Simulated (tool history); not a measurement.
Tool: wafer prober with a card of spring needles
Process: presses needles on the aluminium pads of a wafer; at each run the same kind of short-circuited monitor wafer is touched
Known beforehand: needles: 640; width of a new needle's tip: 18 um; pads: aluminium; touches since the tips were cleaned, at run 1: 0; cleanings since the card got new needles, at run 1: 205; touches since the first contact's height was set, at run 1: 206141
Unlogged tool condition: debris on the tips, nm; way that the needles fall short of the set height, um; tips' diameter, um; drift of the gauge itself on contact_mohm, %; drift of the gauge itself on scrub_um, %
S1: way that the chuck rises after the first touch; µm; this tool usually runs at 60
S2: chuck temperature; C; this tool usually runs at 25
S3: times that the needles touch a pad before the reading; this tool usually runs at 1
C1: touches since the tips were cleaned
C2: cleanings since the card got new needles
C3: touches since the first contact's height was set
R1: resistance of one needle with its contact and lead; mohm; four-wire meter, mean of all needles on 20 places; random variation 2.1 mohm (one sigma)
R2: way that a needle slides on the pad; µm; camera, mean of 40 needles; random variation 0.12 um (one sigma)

{"run": 1, "hour": 0.0, "S1": 60, "S2": 25, "S3": 1, "C1": 0, "C2": 205, "C3": 206141, "R1": 244, "R2": 8.35}
{"hour": 7.0, "done": "tips cleaned on abrasive film"}
{"hour": 12.6, "done": "tips cleaned on abrasive film"}
{"hour": 19.6, "done": "tips cleaned on abrasive film"}
{"hour": 25.2, "done": "tips cleaned on abrasive film"}
{"run": 2, "hour": 25.7, "S1": 60, "S2": 25, "S3": 1, "C1": 224, "C2": 209, "C3": 219741, "R1": 265, "R2": 7.91}
{"hour": 31.3, "done": "tips cleaned on abrasive film"}
{"hour": 38.3, "done": "tips cleaned on abrasive film"}
{"hour": 43.9, "done": "tips cleaned on abrasive film"}
{"hour": 49.5, "done": "tips cleaned on abrasive film"}
{"hour": 56.5, "done": "tips cleaned on abrasive film"}
{"run": 3, "hour": 57.6, "S1": 47, "S2": 25, "S3": 1, "C1": 566, "C2": 214, "C3": 236659, "R1": 317, "R2": 6.33}
{"hour": 63.2, "done": "tips cleaned on abrasive film"}
{"hour": 70.2, "done": "tips cleaned on abrasive film"}
{"hour": 73.2, "done": "height of the first contact set anew"}
{"hour": 76.1, "done": "tips cleaned on abrasive film"}
{"hour": 81.7, "done": "tips cleaned on abrasive film"}
{"hour": 88.7, "done": "tips cleaned on abrasive film"}
{"run": 4, "hour": 89.6, "S1": 44, "S2": 25, "S3": 1, "C1": 455, "C2": 219, "C3": 8629, "R1": 319, "R2": 6.69}
{"hour": 95.2, "done": "tips cleaned on abrasive film"}
{"hour": 102.2, "done": "tips cleaned on abrasive film"}
{"hour": 109.2, "done": "tips cleaned on abrasive film"}
{"hour": 114.8, "done": "tips cleaned on abrasive film"}
{"hour": 120.4, "done": "tips cleaned on abrasive film"}
{"hour": 127.4, "done": "tips cleaned on abrasive film"}
{"run": 5, "hour": 131.4, "S1": 44, "S2": 25, "S3": 1, "C1": 2128, "C2": 225, "C3": 30823, "R1": 449, "R2": 6.51}
{"hour": 134.2, "done": "tips cleaned on abrasive film"}
{"hour": 141.2, "done": "tips cleaned on abrasive film"}
{"hour": 146.9, "done": "tips cleaned on abrasive film"}
{"hour": 152.5, "done": "tips cleaned on abrasive film"}
{"hour": 158.8, "done": "tips cleaned on abrasive film"}
{"run": 6, "hour": 158.8, "S1": 44, "S2": 25, "S3": 1, "C1": 0, "C2": 230, "C3": 45321, "R1": 262, "R2": 6.37}
{"hour": 165.8, "done": "tips cleaned on abrasive film"}
{"hour": 172.8, "done": "tips cleaned on abrasive film"}
{"hour": 179.8, "done": "tips cleaned on abrasive film"}
{"hour": 186.8, "done": "tips cleaned on abrasive film"}
{"hour": 192.4, "done": "tips cleaned on abrasive film"}
{"hour": 198.0, "done": "tips cleaned on abrasive film"}
{"hour": 204.0, "done": "tips cleaned on abrasive film"}
{"run": 7, "hour": 204.0, "S1": 40, "S2": 25, "S3": 1, "C1": 0, "C2": 237, "C3": 69275, "R1": 272, "R2": 5.8}
{"hour": 209.6, "done": "tips cleaned on abrasive film"}
{"hour": 215.2, "done": "tips cleaned on abrasive film"}
{"hour": 220.8, "done": "tips cleaned on abrasive film"}
{"hour": 227.8, "done": "tips cleaned on abrasive film"}
{"hour": 234.8, "done": "tips cleaned on abrasive film"}
{"hour": 240.5, "done": "tips cleaned on abrasive film"}
{"hour": 247.5, "done": "tips cleaned on abrasive film"}
{"run": 8, "hour": 252.8, "S1": 40, "S2": 25, "S3": 1, "C1": 2866, "C2": 244, "C3": 95179, "R1": 574, "R2": 5.53}
{"hour": 254.3, "done": "tips cleaned on abrasive film"}
{"hour": 261.3, "done": "tips cleaned on abrasive film"}
{"hour": 268.3, "done": "tips cleaned on abrasive film"}
{"hour": 275.3, "done": "tips cleaned on abrasive film"}
{"run": 9, "hour": 275.7, "S1": 40, "S2": 70, "S3": 1, "C1": 254, "C2": 248, "C3": 107323, "R1": 331, "R2": 5.71}
{"hour": 281.4, "done": "tips cleaned on abrasive film"}
{"hour": 287.0, "done": "tips cleaned on abrasive film"}
{"hour": 294.0, "done": "tips cleaned on abrasive film"}
{"hour": 299.6, "done": "tips cleaned on abrasive film"}
{"hour": 305.2, "done": "tips cleaned on abrasive film"}
{"hour": 311.4, "done": "tips cleaned on abrasive film"}
{"run": 10, "hour": 311.4, "S1": 40, "S2": 70, "S3": 1, "C1": 0, "C2": 254, "C3": 126221, "R1": 274, "R2": 5.52}
{"hour": 317.0, "done": "tips cleaned on abrasive film"}
{"hour": 324.0, "done": "tips cleaned on abrasive film"}
{"hour": 331.0, "done": "tips cleaned on abrasive film"}
{"hour": 338.0, "done": "tips cleaned on abrasive film"}
{"hour": 345.0, "done": "tips cleaned on abrasive film"}
{"hour": 352.0, "done": "tips cleaned on abrasive film"}
{"hour": 357.7, "done": "tips cleaned on abrasive film"}
{"hour": 363.4, "done": "tips cleaned on abrasive film"}
{"run": 11, "hour": 363.4, "S1": 40, "S2": 70, "S3": 1, "C1": 0, "C2": 262, "C3": 153773, "R1": 273, "R2": 5.49}
{"hour": 370.4, "done": "tips cleaned on abrasive film"}
{"hour": 377.4, "done": "tips cleaned on abrasive film"}
{"hour": 383.0, "done": "tips cleaned on abrasive film"}
{"hour": 390.0, "done": "tips cleaned on abrasive film"}
{"hour": 395.6, "done": "tips cleaned on abrasive film"}
{"run": 12, "hour": 396.3, "S1": 40, "S2": 36, "S3": 3, "C1": 376, "C2": 267, "C3": 171235, "R1": 278, "R2": 5.32}
{"hour": 401.9, "done": "tips cleaned on abrasive film"}
{"hour": 408.9, "done": "tips cleaned on abrasive film"}
{"hour": 415.9, "done": "tips cleaned on abrasive film"}
{"hour": 421.6, "done": "tips cleaned on abrasive film"}
{"hour": 427.2, "done": "tips cleaned on abrasive film"}
{"hour": 434.2, "done": "tips cleaned on abrasive film"}
{"hour": 439.8, "done": "tips cleaned on abrasive film"}
{"run": 13, "hour": 443.7, "S1": 42, "S2": 110, "S3": 1, "C1": 2086, "C2": 274, "C3": 196359, "R1": 545, "R2": 5.4}

Here are 4 independent what-if runs from the current tool condition. What would each one return?
{"hour": 446.5, "done": "tips cleaned on abrasive film"}
{"hour": 453.5, "done": "tips cleaned on abrasive film"}
{"hour": 459.1, "done": "tips cleaned on abrasive film"}
{"hour": 466.1, "done": "tips cleaned on abrasive film"}
{"run": "A", "hour": 470.0, "S1": 61, "S2": 25, "S3": 2, "C1": 2066, "C2": 278, "C3": 210316, "R1": "?", "R2": "?"}
{"hour": 446.5, "done": "tips cleaned on abrasive film"}
{"hour": 453.5, "done": "tips cleaned on abrasive film"}
{"hour": 459.1, "done": "tips cleaned on abrasive film"}
{"hour": 466.1, "done": "tips cleaned on abrasive film"}
{"run": "B", "hour": 470.0, "S1": 60, "S2": 25, "S3": 2, "C1": 2066, "C2": 278, "C3": 210316, "R1": "?", "R2": "?"}
{"hour": 446.5, "done": "tips cleaned on abrasive film"}
{"hour": 453.5, "done": "tips cleaned on abrasive film"}
{"hour": 459.1, "done": "tips cleaned on abrasive film"}
{"hour": 466.1, "done": "tips cleaned on abrasive film"}
{"run": "C", "hour": 470.0, "S1": 69, "S2": 110, "S3": 1, "C1": 2066, "C2": 278, "C3": 210316, "R1": "?", "R2": "?"}
{"hour": 446.5, "done": "tips cleaned on abrasive film"}
{"hour": 453.5, "done": "tips cleaned on abrasive film"}
{"hour": 459.1, "done": "tips cleaned on abrasive film"}
{"hour": 466.1, "done": "tips cleaned on abrasive film"}
{"run": "D", "hour": 470.0, "S1": 60, "S2": 112, "S3": 1, "C1": 2066, "C2": 278, "C3": 210316, "R1": "?", "R2": "?"}

run=A R1=320 R2=8.42
run=B R1=327 R2=8.28
run=C R1=355 R2=9.56
run=D R1=393 R2=8.33
With the hidden condition removed and each run's random variation left untouched, the same runs would have given:
run=A R1=225 R2=9.29
run=B R1=228 R2=9.14
run=C R1=248 R2=10.42
run=D R1=251 R2=9.18

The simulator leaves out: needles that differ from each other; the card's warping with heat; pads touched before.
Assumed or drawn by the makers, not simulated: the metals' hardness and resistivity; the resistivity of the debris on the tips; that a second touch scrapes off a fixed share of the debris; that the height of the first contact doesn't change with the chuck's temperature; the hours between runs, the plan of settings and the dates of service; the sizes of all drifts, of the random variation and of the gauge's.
